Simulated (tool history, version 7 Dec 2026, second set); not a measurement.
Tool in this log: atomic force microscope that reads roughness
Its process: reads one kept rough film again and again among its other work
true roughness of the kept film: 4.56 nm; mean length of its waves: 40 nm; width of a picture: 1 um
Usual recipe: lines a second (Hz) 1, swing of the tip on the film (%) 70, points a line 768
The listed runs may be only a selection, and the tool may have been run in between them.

run   hour  lines a second (Hz)  swing of the tip on the film (%)  points a line  roughness of the kept film (nm (root mean square))
  1      0                    1                                70            768                                               3.963
      33.9  -- new tip fitted
      80.2  -- new tip fitted
  2   84.5                    1                                70            768                                               4.106
     126.4  -- new tip fitted
  3  140.8                 0.85                                70            768                                                3.94
     171.6  -- new tip fitted
  4  177.3                 0.85                                70            768                                               4.091
     218.6  -- new tip fitted
  5  218.6                 0.85                                70            768                                               4.188
     263.5  -- new tip fitted
  6  263.5                 0.85                                70            768                                               4.238
     311.7  -- new tip fitted
  7  341.5                 3.78                                70            337                                               3.376
       359  -- new tip fitted
     404.7  -- new tip fitted
  8  419.1                 3.78                                89            337                                               2.993
     452.2  -- new tip fitted
  9  493.1                 3.78                                89            337                                               2.674
     497.6  -- new tip fitted
 10  537.5                 3.78                                89            403                                               2.737
       547  -- new tip fitted
     594.3  -- new tip fitted
 11  601.6                 3.78                                89            403                                                 3.1

Selected run-to-run steps in roughness of the kept film (nm (root mean square)), each split into two signed amounts: the part the tool would show with no hidden state at all (from settings, incoming material and random variation), and the remainder, which goes to the hidden state together with any gauge scatter not common to the measured and the hidden-state-free results:
The tool's hidden condition here consists of: radius of the tip, nm; height scale over the true one, %; drift of the gauge itself on roughness_nm, %.
Run 6 -> 7: lines a second (Hz) 0.85 -> 3.78, points a line 768 -> 337, new tip fitted. roughness of the kept film (nm (root mean square)) -0.862: hidden state -0.446, all else -0.416.
